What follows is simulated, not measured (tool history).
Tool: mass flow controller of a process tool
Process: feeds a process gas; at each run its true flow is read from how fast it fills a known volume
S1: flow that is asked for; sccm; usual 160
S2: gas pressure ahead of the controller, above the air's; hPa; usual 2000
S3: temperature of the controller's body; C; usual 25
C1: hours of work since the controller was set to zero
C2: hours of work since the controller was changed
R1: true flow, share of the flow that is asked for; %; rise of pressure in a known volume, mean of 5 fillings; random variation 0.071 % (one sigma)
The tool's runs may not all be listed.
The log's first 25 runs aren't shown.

run	day	S1	S2	S3	C1	C2	R1
26	231.717	38	1580	22	233	2895	96.26
27	238.758	38	1580	22	294	2956	96.40
28	251.096	38	1580	22	400	3062	96.27
# day 256.642: controller's zero set anew, once more
29	262.454	147	1840	21	50	3160	99.05
30	274.533	147	1840	21	154	3263	98.87
31	284.771	147	1840	21	242	3352	99.10
32	291.650	25	2150	37	301	3411	99.90
33	299.550	21	1830	29	369	3479	98.78
34	312.867	21	1830	29	484	3593	98.41
35	324.896	21	1960	29	587	3697	98.67
36	330.921	161	1750	25	639	3749	99.28
37	338.554	161	1750	25	705	3814	99.22
38	348.646	37	1750	25	792	3901	98.42
39	354.938	35	2450	29	846	3955	99.12
40	365.317	181	2000	34	935	4044	100.15
41	375.788	181	2000	34	1025	4135	100.11
42	382.767	181	1450	24	1085	4195	99.00
43	395.025	181	1450	24	1190	4300	98.98

5 ways to go on from here, each from the tool as it stands after run 43. What would each give?
A	406.188	45	1970	24	1287	4396	?
B	406.188	160	2580	25	1287	4396	?
C	406.188	103	1460	31	1287	4396	?
D	406.188	181	2150	28	1287	4396	?
E	406.188	183	2000	25	1287	4396	?

run	R1
A	98.31
B	99.71
C	99.01
D	99.64
E	99.33
Without the tool's hidden state the same runs would have given:
run	R1
A	99.51
B	100.38
C	99.80
D	100.29
E	99.98
